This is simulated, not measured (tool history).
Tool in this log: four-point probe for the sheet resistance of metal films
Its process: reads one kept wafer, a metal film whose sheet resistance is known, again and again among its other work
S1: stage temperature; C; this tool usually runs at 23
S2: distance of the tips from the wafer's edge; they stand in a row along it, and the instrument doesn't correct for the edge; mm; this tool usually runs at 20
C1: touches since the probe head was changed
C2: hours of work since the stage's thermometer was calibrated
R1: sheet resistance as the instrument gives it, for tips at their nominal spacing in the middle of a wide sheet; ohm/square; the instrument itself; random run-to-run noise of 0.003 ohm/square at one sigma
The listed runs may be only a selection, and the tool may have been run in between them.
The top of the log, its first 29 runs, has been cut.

run     day  S1  S2     C1    C2         R1
 30  46.254  22   3  40473  1472  16.295094
 31  47.904  28   4  41112  1502  15.790489
 32  49.625  28   4  41778  1533  15.791031
 33  50.633  28   4  42169  1551  15.798155
 34  51.929  23   5  42670  1574  15.496536
 35  52.933  34  22  43059  1592  15.085068
 36  54.771  33   8  43772  1625  15.248435
 37  56.108  33   8  44289  1649   15.25775
 38   57.05  33   8  44654  1666  15.250909
 39  58.304  29  31  45140  1689  15.041429
 40  59.908  29  17  45761  1718  15.069625
 41  61.925  29  17  46543  1754  15.072285
 42    63.9  33  73  47307  1789  15.047738
 43  65.083  19  73  47766  1811  14.970526
 44  66.558  32  73  48337  1837  15.043463

Here are 4 independent what-if runs from the current tool condition. What would each one return?
  A  68.5  20  29  49089  1872   ?
  B  68.5  31  20  49089  1872   ?
  C  68.5  32   9  49089  1872   ?
  D  68.5  21   4  49089  1872   ?

run         R1
  A  14.989692
  B  15.069142
  C  15.199843
  D  15.749639
Stripped of hidden state, with their random variation kept, the same runs would have yielded:
run         R1
  A  15.044541
  B  15.125359
  C  15.256586
  D  15.806995
